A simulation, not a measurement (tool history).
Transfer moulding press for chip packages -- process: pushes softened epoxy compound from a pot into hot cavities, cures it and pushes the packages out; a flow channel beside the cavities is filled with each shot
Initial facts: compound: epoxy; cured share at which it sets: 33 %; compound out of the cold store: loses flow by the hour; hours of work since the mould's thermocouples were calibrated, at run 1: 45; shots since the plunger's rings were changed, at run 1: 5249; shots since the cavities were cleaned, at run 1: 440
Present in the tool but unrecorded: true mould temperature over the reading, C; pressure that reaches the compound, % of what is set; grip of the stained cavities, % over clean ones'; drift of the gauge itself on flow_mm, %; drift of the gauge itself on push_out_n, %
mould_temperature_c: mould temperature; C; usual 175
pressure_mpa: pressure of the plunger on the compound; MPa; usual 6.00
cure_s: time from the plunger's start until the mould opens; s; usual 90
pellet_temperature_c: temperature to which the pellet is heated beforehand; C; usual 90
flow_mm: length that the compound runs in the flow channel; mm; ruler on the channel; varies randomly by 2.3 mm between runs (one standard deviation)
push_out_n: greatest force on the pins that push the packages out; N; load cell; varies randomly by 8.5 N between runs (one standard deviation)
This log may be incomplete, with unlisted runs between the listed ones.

run,hour,mould_temperature_c,pressure_mpa,cure_s,pellet_temperature_c,hours of work since the mould's thermocouples were calibrated,shots since the plunger's rings were changed,shots since the cavities were cleaned,incoming compound's hours out of the cold store,flow_mm,push_out_n
1,0.0,175,6.00,90,90,45,5249,440,45.2,502,607
# hour 14.8: cavities cleaned with cleaning compound and waxed
# hour 55.6: plunger's sealing rings changed
# hour 76.6: cavities cleaned with cleaning compound and waxed
2,99.1,175,6.00,90,90,89,399,214,46.8,529,513
# hour 137.0: cavities cleaned with cleaning compound and waxed
3,188.0,175,6.00,90,90,130,1228,484,13.9,599,634
# hour 196.8: cavities cleaned with cleaning compound and waxed
# hour 258.2: cavities cleaned with cleaning compound and waxed
4,265.4,175,6.00,90,90,165,1934,68,40.9,530,434
# hour 317.3: cavities cleaned with cleaning compound and waxed
# hour 323.7: cavities cleaned with cleaning compound and waxed, once more
5,323.7,175,6.00,90,90,191,2459,0,18.0,581,397
# hour 383.6: cavities cleaned with cleaning compound and waxed
6,412.3,175,6.00,90,90,232,3285,272,9.0,600,575
# hour 445.8: cavities cleaned with cleaning compound and waxed
7,481.0,175,6.00,90,90,263,3923,334,47.0,503,579
# hour 508.0: cavities cleaned with cleaning compound and waxed
# hour 565.4: cavities cleaned with cleaning compound and waxed
8,573.6,175,6.00,90,90,305,4773,78,45.2,508,429
# hour 622.6: cavities cleaned with cleaning compound and waxed
9,667.6,175,7.12,90,90,349,5652,427,12.9,626,638
# hour 683.9: plunger's sealing rings changed
# hour 685.4: cavities cleaned with cleaning compound and waxed
# hour 749.4: cavities cleaned with cleaning compound and waxed
10,758.4,175,6.00,104,90,389,678,85,43.9,526,399
# hour 810.7: cavities cleaned with cleaning compound and waxed
11,830.6,175,6.00,104,90,422,1349,189,29.9,559,448
# hour 869.5: cavities cleaned with cleaning compound and waxed
12,887.9,175,6.00,104,90,448,1878,174,46.7,516,430
# hour 932.6: cavities cleaned with cleaning compound and waxed
13,940.9,175,6.00,104,90,472,2367,79,12.4,590,388
# hour 997.1: mould's thermocouples calibrated
# hour 998.6: cavities cleaned with cleaning compound and waxed
14,1022.3,175,6.00,104,90,11,3106,225,42.2,521,487
# hour 1058.5: cavities cleaned with cleaning compound and waxed
# hour 1116.1: cavities cleaned with cleaning compound and waxed
15,1116.1,175,6.00,104,90,54,3968,0,45.6,506,334
# hour 1177.7: cavities cleaned with cleaning compound and waxed
16,1197.8,175,6.00,104,90,91,4729,191,43.7,510,452
# hour 1237.0: cavities cleaned with cleaning compound and waxed
# hour 1294.4: cavities cleaned with cleaning compound and waxed
17,1294.4,167,6.00,90,90,135,5617,0,36.0,528,623
# hour 1307.9: plunger's sealing rings changed
# hour 1354.2: cavities cleaned with cleaning compound and waxed
18,1363.6,167,5.76,93,90,166,514,89,47.6,515,681
# hour 1415.1: cavities cleaned with cleaning compound and waxed
19,1438.7,167,5.76,93,90,200,1213,224,22.5,571,840
# hour 1474.1: cavities cleaned with cleaning compound and waxed
20,1508.6,167,5.76,93,90,232,1862,327,29.5,550,890
# hour 1533.5: cavities cleaned with cleaning compound and waxed
21,1587.5,175,6.34,90,83,269,2596,512,13.6,602,647
# hour 1596.4: cavities cleaned with cleaning compound and waxed
# hour 1655.5: cavities cleaned with cleaning compound and waxed
22,1685.2,179,5.69,90,85,313,3495,282,21.8,545,500
# hour 1714.8: cavities cleaned with cleaning compound and waxed
23,1733.1,168,6.20,90,85,335,3936,174,12.9,606,823

What differs in the tool's unlogged condition from the final listed run ahead of each entry between runs to the first listed run following it?
Run 1 -> run 2: cavities cleaned with cleaning compound and waxed (hour 14.8); plunger's sealing rings changed (hour 55.6); cavities cleaned with cleaning compound and waxed (hour 76.6)
  true mould temperature over the reading, C: -0.08 -> -0.01; pressure that reaches the compound, % of what is set: 90 -> 99.04; grip of the stained cavities, % over clean ones': 64.1 -> 37.8
  difference, measured minus the result without the unlogged condition, flow_mm: -27 -> -3 mm; push_out_n: +241 -> +141 N
Run 2 -> run 3: cavities cleaned with cleaning compound and waxed (hour 137.0)
  true mould temperature over the reading, C: -0.01 -> 0.05; pressure that reaches the compound, % of what is set: 99.04 -> 97.59; grip of the stained cavities, % over clean ones': 37.8 -> 65.3
  difference, measured minus the result without the unlogged condition, flow_mm: -3 -> -8 mm; push_out_n: +141 -> +250 N
Run 3 -> run 4: cavities cleaned with cleaning compound and waxed (hour 196.8); cavities cleaned with cleaning compound and waxed (hour 258.2)
  true mould temperature over the reading, C: 0.05 -> 0.11; pressure that reaches the compound, % of what is set: 97.59 -> 96.21; grip of the stained cavities, % over clean ones': 65.3 -> 16.1
  difference, measured minus the result without the unlogged condition, flow_mm: -8 -> -10 mm; push_out_n: +250 -> +59 N
Run 4 -> run 5: cavities cleaned with cleaning compound and waxed (hour 317.3); cavities cleaned with cleaning compound and waxed, once more (hour 323.7)
  true mould temperature over the reading, C: 0.11 -> 0.15; pressure that reaches the compound, % of what is set: 96.21 -> 95.21; grip of the stained cavities, % over clean ones': 16.1 -> 0.5
  difference, measured minus the result without the unlogged condition, flow_mm: -10 -> -15 mm; push_out_n: +59 -> -1 N
Run 5 -> run 6: cavities cleaned with cleaning compound and waxed (hour 383.6)
  true mould temperature over the reading, C: 0.15 -> 0.21; pressure that reaches the compound, % of what is set: 95.21 -> 93.68; grip of the stained cavities, % over clean ones': 0.5 -> 46.5
  difference, measured minus the result without the unlogged condition, flow_mm: -15 -> -20 mm; push_out_n: -1 -> +178 N
Run 6 -> run 7: cavities cleaned with cleaning compound and waxed (hour 445.8)
  true mould temperature over the reading, C: 0.21 -> 0.25; pressure that reaches the compound, % of what is set: 93.68 -> 92.49; grip of the stained cavities, % over clean ones': 46.5 -> 54
  difference, measured minus the result without the unlogged condition, flow_mm: -20 -> -20 mm; push_out_n: +178 -> +198 N
Run 7 -> run 8: cavities cleaned with cleaning compound and waxed (hour 508.0); cavities cleaned with cleaning compound and waxed (hour 565.4)
  true mould temperature over the reading, C: 0.25 -> 0.31; pressure that reaches the compound, % of what is set: 92.49 -> 90.9; grip of the stained cavities, % over clean ones': 54 -> 16.4
  difference, measured minus the result without the unlogged condition, flow_mm: -20 -> -25 mm; push_out_n: +198 -> +56 N
Run 8 -> run 9: cavities cleaned with cleaning compound and waxed (hour 622.6)
  true mould temperature over the reading, C: 0.31 -> 0.38; pressure that reaches the compound, % of what is set: 90.9 -> 89.22; grip of the stained cavities, % over clean ones': 16.4 -> 61.7
  difference, measured minus the result without the unlogged condition, flow_mm: -25 -> -37 mm; push_out_n: +56 -> +236 N
Run 9 -> run 10: plunger's sealing rings changed (hour 683.9); cavities cleaned with cleaning compound and waxed (hour 685.4); cavities cleaned with cleaning compound and waxed (hour 749.4)
  true mould temperature over the reading, C: 0.38 -> 0.44; pressure that reaches the compound, % of what is set: 89.22 -> 98.6; grip of the stained cavities, % over clean ones': 61.7 -> 19.7
  difference, measured minus the result without the unlogged condition, flow_mm: -37 -> -5 mm; push_out_n: +236 -> +63 N
Run 10 -> run 11: cavities cleaned with cleaning compound and waxed (hour 810.7)
  true mould temperature over the reading, C: 0.44 -> 0.49; pressure that reaches the compound, % of what is set: 98.6 -> 97.47; grip of the stained cavities, % over clean ones': 19.7 -> 35.2
  difference, measured minus the result without the unlogged condition, flow_mm: -5 -> -8 mm; push_out_n: +63 -> +112 N
Run 11 -> run 12: cavities cleaned with cleaning compound and waxed (hour 869.5)
  true mould temperature over the reading, C: 0.49 -> 0.54; pressure that reaches the compound, % of what is set: 97.47 -> 96.6; grip of the stained cavities, % over clean ones': 35.2 -> 31.5
  difference, measured minus the result without the unlogged condition, flow_mm: -8 -> -10 mm; push_out_n: +112 -> +99 N
Run 12 -> run 13: cavities cleaned with cleaning compound and waxed (hour 932.6)
  true mould temperature over the reading, C: 0.54 -> 0.57; pressure that reaches the compound, % of what is set: 96.6 -> 95.78; grip of the stained cavities, % over clean ones': 31.5 -> 21.3
  difference, measured minus the result without the unlogged condition, flow_mm: -10 -> -14 mm; push_out_n: +99 -> +65 N
Run 13 -> run 14: mould's thermocouples calibrated (hour 997.1); cavities cleaned with cleaning compound and waxed (hour 998.6)
  true mould temperature over the reading, C: 0.57 -> -0.13; pressure that reaches the compound, % of what is set: 95.78 -> 94.43; grip of the stained cavities, % over clean ones': 21.3 -> 43.1
  difference, measured minus the result without the unlogged condition, flow_mm: -14 -> -15 mm; push_out_n: +65 -> +146 N
Run 14 -> run 15: cavities cleaned with cleaning compound and waxed (hour 1058.5); cavities cleaned with cleaning compound and waxed (hour 1116.1)
  true mould temperature over the reading, C: -0.13 -> -0.07; pressure that reaches the compound, % of what is set: 94.43 -> 93.01; grip of the stained cavities, % over clean ones': 43.1 -> 1.5
  difference, measured minus the result without the unlogged condition, flow_mm: -15 -> -18 mm; push_out_n: +146 -> +5 N
Run 15 -> run 16: cavities cleaned with cleaning compound and waxed (hour 1177.7)
  true mould temperature over the reading, C: -0.07 -> -0.01; pressure that reaches the compound, % of what is set: 93.01 -> 91.7; grip of the stained cavities, % over clean ones': 1.5 -> 39.1
  difference, measured minus the result without the unlogged condition, flow_mm: -18 -> -22 mm; push_out_n: +5 -> +127 N
Run 16 -> run 17: cavities cleaned with cleaning compound and waxed (hour 1237.0); cavities cleaned with cleaning compound and waxed (hour 1294.4)
  true mould temperature over the reading, C: -0.01 -> 0.05; pressure that reaches the compound, % of what is set: 91.7 -> 90; grip of the stained cavities, % over clean ones': 39.1 -> 0.1
  difference, measured minus the result without the unlogged condition, flow_mm: -22 -> -29 mm; push_out_n: +127 -> -1 N
Run 17 -> run 18: plunger's sealing rings changed (hour 1307.9); cavities cleaned with cleaning compound and waxed (hour 1354.2)
  true mould temperature over the reading, C: 0.05 -> 0.1; pressure that reaches the compound, % of what is set: 90 -> 98.58; grip of the stained cavities, % over clean ones': 0.1 -> 23.2
  difference, measured minus the result without the unlogged condition, flow_mm: -29 -> -4 mm; push_out_n: -1 -> +125 N
Run 18 -> run 19: cavities cleaned with cleaning compound and waxed (hour 1415.1)
  true mould temperature over the reading, C: 0.1 -> 0.15; pressure that reaches the compound, % of what is set: 98.58 -> 97.29; grip of the stained cavities, % over clean ones': 23.2 -> 41.9
  difference, measured minus the result without the unlogged condition, flow_mm: -4 -> -8 mm; push_out_n: +125 -> +241 N
Run 19 -> run 20: cavities cleaned with cleaning compound and waxed (hour 1474.1)
  true mould temperature over the reading, C: 0.15 -> 0.2; pressure that reaches the compound, % of what is set: 97.29 -> 96.15; grip of the stained cavities, % over clean ones': 41.9 -> 52.3
  difference, measured minus the result without the unlogged condition, flow_mm: -8 -> -11 mm; push_out_n: +241 -> +298 N
Run 20 -> run 21: cavities cleaned with cleaning compound and waxed (hour 1533.5)
  true mould temperature over the reading, C: 0.2 -> 0.25; pressure that reaches the compound, % of what is set: 96.15 -> 94.85; grip of the stained cavities, % over clean ones': 52.3 -> 67.5
  difference, measured minus the result without the unlogged condition, flow_mm: -11 -> -16 mm; push_out_n: +298 -> +256 N
Run 21 -> run 22: cavities cleaned with cleaning compound and waxed (hour 1596.4); cavities cleaned with cleaning compound and waxed (hour 1655.5)
  true mould temperature over the reading, C: 0.25 -> 0.32; pressure that reaches the compound, % of what is set: 94.85 -> 93.36; grip of the stained cavities, % over clean ones': 67.5 -> 52.1
  difference, measured minus the result without the unlogged condition, flow_mm: -16 -> -19 mm; push_out_n: +256 -> +168 N
Run 22 -> run 23: cavities cleaned with cleaning compound and waxed (hour 1714.8)
  true mould temperature over the reading, C: 0.32 -> 0.35; pressure that reaches the compound, % of what is set: 93.36 -> 92.61; grip of the stained cavities, % over clean ones': 52.1 -> 34
  difference, measured minus the result without the unlogged condition, flow_mm: -19 -> -24 mm; push_out_n: +168 -> +193 N

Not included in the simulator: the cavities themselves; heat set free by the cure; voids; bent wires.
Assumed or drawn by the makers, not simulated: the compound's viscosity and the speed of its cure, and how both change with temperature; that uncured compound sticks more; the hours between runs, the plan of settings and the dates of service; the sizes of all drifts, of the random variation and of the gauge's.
